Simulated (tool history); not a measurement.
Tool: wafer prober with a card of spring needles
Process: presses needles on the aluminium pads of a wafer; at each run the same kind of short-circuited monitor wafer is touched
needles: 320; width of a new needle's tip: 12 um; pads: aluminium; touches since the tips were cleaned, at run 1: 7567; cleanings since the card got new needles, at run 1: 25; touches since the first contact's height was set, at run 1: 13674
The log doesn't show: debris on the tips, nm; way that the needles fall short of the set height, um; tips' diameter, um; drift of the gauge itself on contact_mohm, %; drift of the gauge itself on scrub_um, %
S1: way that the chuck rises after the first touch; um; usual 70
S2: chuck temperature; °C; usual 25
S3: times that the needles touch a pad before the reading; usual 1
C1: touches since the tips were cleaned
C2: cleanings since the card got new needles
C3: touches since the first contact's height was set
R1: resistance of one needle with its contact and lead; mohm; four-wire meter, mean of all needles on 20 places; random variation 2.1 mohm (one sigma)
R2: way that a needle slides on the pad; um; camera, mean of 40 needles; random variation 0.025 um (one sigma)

Run 1, hour 0: usual settings; C1 7567; C2 25; C3 13674. Result: R1 268 mohm, R2 17.95 um.
At hour 2.4: tips cleaned on abrasive film.
At hour 17.9: tips cleaned on abrasive film.
Run 2, hour 18.5: usual settings but S1 68 um; C1 334; C2 27; C3 23676. Result: R1 242 mohm, R2 17.42 um.
At hour 33.7: tips cleaned on abrasive film.
Run 3, hour 40: usual settings but S1 68 um; C1 3445; C2 28; C3 35382. Result: R1 270 mohm, R2 17.41 um.
At hour 49.3: tips cleaned on abrasive film.
Run 4, hour 53.8: usual settings but S1 68 um; C1 2424; C2 29; C3 42850. Result: R1 257 mohm, R2 17.38 um.
At hour 66.1: tips cleaned on abrasive film.
Run 5, hour 72.9: usual settings but S1 68 um; C1 3671; C2 30; C3 53225. Result: R1 263 mohm, R2 17.38 um.
At hour 82.7: tips cleaned on abrasive film.
Run 6, hour 96.9: usual settings; C1 7767; C2 31; C3 66288. Result: R1 267 mohm, R2 17.83 um.
At hour 98.6: tips cleaned on abrasive film.
Run 7, hour 107.4: usual settings; C1 4833; C2 32; C3 72001. Result: R1 267 mohm, R2 17.79 um.
At hour 109.6: height of the first contact set anew.
At hour 115.1: tips cleaned on abrasive film.
Run 8, hour 120.4: usual settings but S1 64 um, S2 70 °C; C1 2904; C2 33; C3 5833. Result: R1 276 mohm, R2 16.25 um.
At hour 132: tips cleaned on abrasive film.
Run 9, hour 139.2: usual settings but S3 3; C1 3927; C2 34; C3 16031. Result: R1 249 mohm, R2 17.74 um.
At hour 147.6: tips cleaned on abrasive film.
Run 10, hour 153.5: usual settings but S3 3; C1 3242; C2 35; C3 23827. Result: R1 244 mohm, R2 17.74 um.
At hour 162.7: tips cleaned on abrasive film.
Run 11, hour 173.6: usual settings but S3 3; C1 5938; C2 36; C3 34746. Result: R1 247 mohm, R2 17.76 um.
At hour 179: tips cleaned on abrasive film.
Run 12, hour 193.9: usual settings but S1 52 um, S2 71 °C, S3 2; C1 8139; C2 37; C3 45780. Result: R1 280 mohm, R2 13.11 um.
At hour 195.9: tips cleaned on abrasive film.
At hour 211.9: tips cleaned on abrasive film.
Run 13, hour 214.7: usual settings but S1 52 um, S2 71 °C, S3 2; C1 1520; C2 39; C3 57019. Result: R1 269 mohm, R2 13.08 um.
At hour 221.3: height of the first contact set anew, once more.
At hour 229.2: tips cleaned on abrasive film.
Run 14, hour 230.3: usual settings but S1 64 um, S2 57 °C; C1 654; C2 40; C3 4906. Result: R1 259 mohm, R2 16.41 um.

Hidden state at the last listed run before each entry between runs and at the first one after, where it differs:
Between runs 1 and 2: tips cleaned on abrasive film (hour 2.4); tips cleaned on abrasive film (hour 17.9)
  debris on the tips, nm: 76.5 -> 17.1; way that the needles fall short of the set height, um: 0.05 -> 0.19; tips' diameter, um: 12.51 -> 12.56
  measured less the result without the state, R1: +32 -> +8 mohm; R2: -0.01 -> -0.05 um
Between runs 2 and 3: tips cleaned on abrasive film (hour 33.7)
  debris on the tips, nm: 17.1 -> 68.2; way that the needles fall short of the set height, um: 0.19 -> 0.26; tips' diameter, um: 12.56 -> 12.59
  measured less the result without the state, R1: +8 -> +31 mohm; R2: -0.05 -> -0.06 um
Between runs 3 and 4: tips cleaned on abrasive film (hour 49.3)
  debris on the tips, nm: 68.2 -> 55.8; way that the needles fall short of the set height, um: 0.26 -> 0.32; tips' diameter, um: 12.59 -> 12.61
  measured less the result without the state, R1: +31 -> +24 mohm; R2: -0.06 -> -0.08 um
Between runs 4 and 5: tips cleaned on abrasive film (hour 66.1)
  debris on the tips, nm: 55.8 -> 69.7; way that the needles fall short of the set height, um: 0.32 -> 0.38; tips' diameter, um: 12.61 -> 12.63
  measured less the result without the state, R1: +24 -> +31 mohm; R2: -0.08 -> -0.09 um
Between runs 5 and 6: tips cleaned on abrasive film (hour 82.7)
  debris on the tips, nm: 69.7 -> 76.7; way that the needles fall short of the set height, um: 0.38 -> 0.44; tips' diameter, um: 12.63 -> 12.65
  measured less the result without the state, R1: +31 -> +33 mohm; R2: -0.09 -> -0.12 um
Between runs 6 and 7: tips cleaned on abrasive film (hour 98.6)
  debris on the tips, nm: 76.7 -> 72.7; way that the needles fall short of the set height, um: 0.44 -> 0.51; tips' diameter, um: 12.65 -> 12.67
  measured less the result without the state, R1: +33 -> +32 mohm; R2: -0.12 -> -0.13 um
Between runs 7 and 8: height of the first contact set anew (hour 109.6); tips cleaned on abrasive film (hour 115.1)
  debris on the tips, nm: 72.7 -> 63.2; way that the needles fall short of the set height, um: 0.51 -> 0.7; tips' diameter, um: 12.67 -> 12.69
  measured less the result without the state, R1: +32 -> +30 mohm; R2: -0.13 -> -0.17 um
Between runs 8 and 9: tips cleaned on abrasive film (hour 132)
  debris on the tips, nm: 63.2 -> 68.5; way that the needles fall short of the set height, um: 0.7 -> 0.76; tips' diameter, um: 12.69 -> 12.71
  measured less the result without the state, R1: +30 -> +11 mohm; R2: -0.17 -> -0.19 um
Between runs 9 and 10: tips cleaned on abrasive film (hour 147.6)
  debris on the tips, nm: 68.5 -> 64.6; way that the needles fall short of the set height, um: 0.76 -> 0.82; tips' diameter, um: 12.71 -> 12.74
  measured less the result without the state, R1: +11 -> +11 mohm; R2: -0.19 -> -0.21 um
Between runs 10 and 11: tips cleaned on abrasive film (hour 162.7)
  debris on the tips, nm: 64.6 -> 75.2; way that the needles fall short of the set height, um: 0.82 -> 0.87; tips' diameter, um: 12.74 -> 12.76
  measured less the result without the state, R1: +11 -> +13 mohm; R2: -0.21 -> -0.22 um
Between runs 11 and 12: tips cleaned on abrasive film (hour 179)
  debris on the tips, nm: 75.2 -> 76.7; way that the needles fall short of the set height, um: 0.87 -> 0.95; tips' diameter, um: 12.76 -> 12.78
  measured less the result without the state, R1: +13 -> +31 mohm; R2: -0.22 -> -0.25 um
Between runs 12 and 13: tips cleaned on abrasive film (hour 195.9); tips cleaned on abrasive film (hour 211.9)
  debris on the tips, nm: 76.7 -> 48.7; way that the needles fall short of the set height, um: 0.95 -> 1.04; tips' diameter, um: 12.78 -> 12.81
  measured less the result without the state, R1: +31 -> +20 mohm; R2: -0.25 -> -0.27 um
Between runs 13 and 14: height of the first contact set anew, once more (hour 221.3); tips cleaned on abrasive film (hour 229.2)
  debris on the tips, nm: 48.7 -> 31.5; way that the needles fall short of the set height, um: 1.04 -> 0.06; tips' diameter, um: 12.81 -> 12.83
  measured less the result without the state, R1: +20 -> +16 mohm; R2: -0.27 -> -0.01 um

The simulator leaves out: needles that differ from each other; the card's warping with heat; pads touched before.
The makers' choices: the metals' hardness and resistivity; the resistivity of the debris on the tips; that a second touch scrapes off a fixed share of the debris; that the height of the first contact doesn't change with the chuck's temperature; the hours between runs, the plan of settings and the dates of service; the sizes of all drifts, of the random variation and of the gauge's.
